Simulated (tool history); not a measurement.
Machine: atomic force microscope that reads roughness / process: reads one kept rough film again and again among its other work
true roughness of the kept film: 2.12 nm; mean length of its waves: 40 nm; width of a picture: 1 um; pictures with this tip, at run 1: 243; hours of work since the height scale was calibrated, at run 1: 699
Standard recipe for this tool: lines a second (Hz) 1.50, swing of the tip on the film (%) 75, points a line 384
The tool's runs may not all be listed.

run,hour,lines a second (Hz),swing of the tip on the film (%),points a line,pictures with this tip,hours of work since the height scale was calibrated,roughness of the kept film (nm (root mean square))
1,0.0,1.50,75,384,243,699,1.936
2,34.2,1.50,81,384,288,716,1.912
# hour 46.0: new tip fitted
3,76.1,1.50,78,384,40,736,1.944
4,131.4,1.50,78,301,114,762,1.910
5,166.3,1.50,78,301,160,779,1.932
6,221.2,1.50,78,301,233,806,1.922
# hour 272.2: new tip fitted
7,280.7,1.10,75,384,12,834,1.984
8,315.0,1.10,75,384,57,851,1.975
9,370.3,1.10,75,384,131,877,1.966
10,415.0,1.10,75,740,190,899,1.983
11,459.1,1.50,75,878,249,920,1.940
12,483.2,1.50,75,590,281,932,1.968
# hour 498.7: new tip fitted
13,517.1,1.50,75,384,24,948,1.950
14,564.8,3.45,75,384,88,971,1.823
15,622.9,3.45,75,384,165,999,1.827
16,650.9,3.45,75,384,202,1012,1.823
17,692.5,1.50,75,384,257,1032,1.946
# hour 724.8: new tip fitted
18,734.2,1.50,75,384,12,1052,1.947
19,764.2,1.50,75,384,52,1067,1.951
20,812.8,3.49,75,384,117,1090,1.812
21,871.4,3.49,75,384,195,1118,1.817
22,921.5,3.49,75,384,261,1142,1.812
# hour 951.6: new tip fitted
23,965.4,1.50,75,384,18,1163,1.960
24,991.0,1.50,75,384,52,1176,1.964
25,1050.4,1.50,75,384,131,1204,1.939
26,1095.7,1.50,75,384,191,1226,1.935
27,1142.9,1.50,75,384,254,1249,1.953
# hour 1179.8: new tip fitted
28,1201.9,1.50,79,697,30,1277,1.927
29,1259.2,1.50,79,697,106,1305,1.926
30,1295.8,1.50,65,697,155,1322,1.995
31,1332.9,0.56,75,552,204,1340,2.019
32,1366.7,0.56,75,552,249,1357,2.003
33,1398.7,1.50,75,316,291,1372,1.944
# hour 1406.7: new tip fitted
34,1434.0,2.94,85,623,37,1389,1.736
35,1464.9,0.63,61,370,78,1404,2.027
36,1523.5,1.38,62,513,156,1432,2.010
37,1558.4,0.80,75,483,202,1449,2.004
38,1615.4,0.80,75,483,278,1476,1.995
# hour 1632.9: new tip fitted
39,1659.4,0.80,75,483,35,1497,2.001
40,1715.9,1.30,66,270,110,1524,1.987
41,1748.3,2.74,83,620,153,1540,1.782
42,1805.6,1.50,65,541,229,1568,1.998
# hour 1859.2: new tip fitted
43,1865.4,1.50,65,541,8,1596,2.005
44,1919.1,1.50,65,541,80,1622,1.994
45,1961.9,2.91,82,384,136,1643,1.767
46,2020.4,1.67,56,341,214,1671,1.994
47,2063.0,1.00,64,690,271,1692,2.017
# hour 2088.1: new tip fitted
48,2091.0,1.28,56,384,3,1705,2.026
49,2134.8,1.12,62,378,62,1726,2.024
50,2171.0,3.93,62,618,110,1743,1.939
51,2205.2,0.63,89,952,155,1760,1.982
52,2240.0,2.53,67,577,202,1777,1.939

3 options for the next run, each taken on its own from the tool as it stands now. Forecast them:
A,2294.1,0.66,77,384,274,1803,?
B,2294.1,1.50,75,438,274,1803,?
C,2294.1,1.22,67,435,274,1803,?

run,roughness of the kept film (nm (root mean square))
A,1.986
B,1.928
C,1.997
Take away the tool's hidden state, keep each run's random variation, and the runs would have read:
run,roughness of the kept film (nm (root mean square))
A,1.989
B,1.931
C,1.999
